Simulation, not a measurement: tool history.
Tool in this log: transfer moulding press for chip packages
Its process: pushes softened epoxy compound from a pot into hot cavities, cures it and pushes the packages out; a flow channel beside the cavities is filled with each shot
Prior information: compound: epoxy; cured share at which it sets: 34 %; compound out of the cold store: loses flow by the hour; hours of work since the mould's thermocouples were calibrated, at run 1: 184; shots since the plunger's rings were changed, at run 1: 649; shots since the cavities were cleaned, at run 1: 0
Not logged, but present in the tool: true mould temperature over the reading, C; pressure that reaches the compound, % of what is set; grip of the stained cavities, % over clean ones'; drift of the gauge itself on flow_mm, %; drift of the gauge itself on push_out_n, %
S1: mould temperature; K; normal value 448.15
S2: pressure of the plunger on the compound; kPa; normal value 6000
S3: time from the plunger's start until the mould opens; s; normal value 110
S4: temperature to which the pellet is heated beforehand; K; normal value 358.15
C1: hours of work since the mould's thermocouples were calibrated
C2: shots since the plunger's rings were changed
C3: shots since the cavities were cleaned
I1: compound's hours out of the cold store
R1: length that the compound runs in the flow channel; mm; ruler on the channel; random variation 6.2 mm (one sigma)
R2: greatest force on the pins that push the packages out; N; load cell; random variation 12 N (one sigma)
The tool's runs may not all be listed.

run 1 hour=0.0 | S1=448.15 S2=6000 S3=110 S4=358.15 | C1=184 C2=649 C3=0 | I1=30.7 | R1=639 R2=559
run 2 hour=12.0 | S1=448.15 S2=6000 S3=110 S4=352.15 | C1=190 C2=747 C3=98 | I1=11.7 | R1=722 R2=662
run 3 hour=21.5 | S1=448.15 S2=5070 S3=110 S4=358.15 | C1=195 C2=825 C3=176 | I1=39.5 | R1=562 R2=611
run 4 hour=31.7 | S1=448.15 S2=5070 S3=110 S4=358.15 | C1=200 C2=909 C3=260 | I1=35.6 | R1=572 R2=682
run 5 hour=45.4 | S1=448.15 S2=6270 S3=110 S4=358.15 | C1=207 C2=1021 C3=372 | I1=11.8 | R1=754 R2=749
run 6 hour=62.8 | S1=448.15 S2=6270 S3=110 S4=358.15 | C1=215 C2=1164 C3=515 | I1=35.9 | R1=614 R2=740
run 7 hour=74.5 | S1=448.15 S2=6000 S3=110 S4=362.15 | C1=221 C2=1260 C3=611 | I1=32.8 | R1=630 R2=778
run 8 hour=84.0 | S1=448.15 S2=5240 S3=110 S4=358.15 | C1=226 C2=1338 C3=689 | I1=21.7 | R1=637 R2=845
run 9 hour=91.6 | S1=448.15 S2=5240 S3=110 S4=358.15 | C1=229 C2=1401 C3=752 | I1=36.5 | R1=571 R2=768
-- hour=94.1 cavities cleaned with cleaning compound and waxed
run 10 hour=103.0 | S1=448.15 S2=6000 S3=110 S4=358.15 | C1=234 C2=1482 C3=73 | I1=10.7 | R1=727 R2=648
run 11 hour=115.3 | S1=448.15 S2=6000 S3=110 S4=358.15 | C1=240 C2=1583 C3=174 | I1=16.0 | R1=693 R2=691
run 12 hour=126.6 | S1=452.15 S2=6000 S3=110 S4=358.15 | C1=246 C2=1675 C3=266 | I1=15.1 | R1=695 R2=588
run 13 hour=142.2 | S1=452.15 S2=6000 S3=110 S4=358.15 | C1=254 C2=1804 C3=395 | I1=34.5 | R1=618 R2=616
run 14 hour=158.3 | S1=448.15 S2=6000 S3=110 S4=364.15 | C1=262 C2=1935 C3=526 | I1=16.7 | R1=697 R2=803
run 15 hour=170.3 | S1=448.15 S2=6000 S3=110 S4=364.15 | C1=267 C2=2035 C3=626 | I1=15.4 | R1=700 R2=796
run 16 hour=184.2 | S1=448.15 S2=6000 S3=110 S4=364.15 | C1=274 C2=2148 C3=739 | I1=47.6 | R1=552 R2=776
-- hour=188.5 cavities cleaned with cleaning compound and waxed
run 17 hour=202.8 | S1=443.15 S2=6000 S3=100 S4=364.15 | C1=283 C2=2288 C3=117 | I1=40.6 | R1=584 R2=944
run 18 hour=220.5 | S1=444.15 S2=6140 S3=126 S4=351.15 | C1=292 C2=2434 C3=263 | I1=14.9 | R1=710 R2=714
run 19 hour=233.7 | S1=448.15 S2=6890 S3=110 S4=358.15 | C1=298 C2=2542 C3=371 | I1=22.8 | R1=694 R2=740
run 20 hour=241.0 | S1=448.15 S2=6760 S3=110 S4=358.15 | C1=302 C2=2602 C3=431 | I1=20.4 | R1=704 R2=797
run 21 hour=251.0 | S1=448.15 S2=6760 S3=145 S4=358.15 | C1=307 C2=2684 C3=513 | I1=20.6 | R1=694 R2=569
run 22 hour=262.2 | S1=442.15 S2=4880 S3=145 S4=358.15 | C1=312 C2=2776 C3=605 | I1=37.9 | R1=528 R2=694
run 23 hour=276.3 | S1=448.15 S2=6000 S3=110 S4=353.15 | C1=319 C2=2892 C3=721 | I1=17.5 | R1=671 R2=857
-- hour=283.3 cavities cleaned with cleaning compound and waxed
run 24 hour=287.7 | S1=445.15 S2=6590 S3=96 S4=363.15 | C1=324 C2=2973 C3=36 | I1=38.9 | R1=601 R2=880
run 25 hour=301.5 | S1=454.15 S2=5820 S3=135 S4=366.15 | C1=331 C2=3086 C3=149 | I1=30.9 | R1=590 R2=437
run 26 hour=312.1 | S1=448.15 S2=5920 S3=140 S4=358.15 | C1=336 C2=3173 C3=236 | I1=36.9 | R1=576 R2=519
run 27 hour=326.7 | S1=441.15 S2=6000 S3=91 S4=348.15 | C1=343 C2=3293 C3=356 | I1=13.7 | R1=699 R2=1867
-- hour=344.0 plunger's sealing rings changed
run 28 hour=345.4 | S1=443.15 S2=6000 S3=91 S4=366.15 | C1=351 C2=12 C3=490 | I1=21.8 | R1=693 R2=1680

Results per run with the tool's hidden condition removed, run-to-run variation unchanged:
run=1 R1=647 R2=567
run=2 R1=733 R2=607
run=3 R1=571 R2=525
run=4 R1=582 R2=555
run=5 R1=768 R2=576
run=6 R1=628 R2=538
run=7 R1=645 R2=547
run=8 R1=653 R2=580
run=9 R1=586 R2=520
run=10 R1=747 R2=603
run=11 R1=714 R2=593
run=12 R1=718 R2=473
run=13 R1=639 R2=463
run=14 R1=723 R2=582
run=15 R1=727 R2=559
run=16 R1=575 R2=532
run=17 R1=609 R2=854
run=18 R1=743 R2=580
run=19 R1=728 R2=566
run=20 R1=739 R2=597
run=21 R1=730 R2=406
run=22 R1=556 R2=487
run=23 R1=708 R2=591
run=24 R1=635 R2=848
run=25 R1=625 R2=374
run=26 R1=611 R2=418
run=27 R1=744 R2=1436
run=28 R1=695 R2=1235
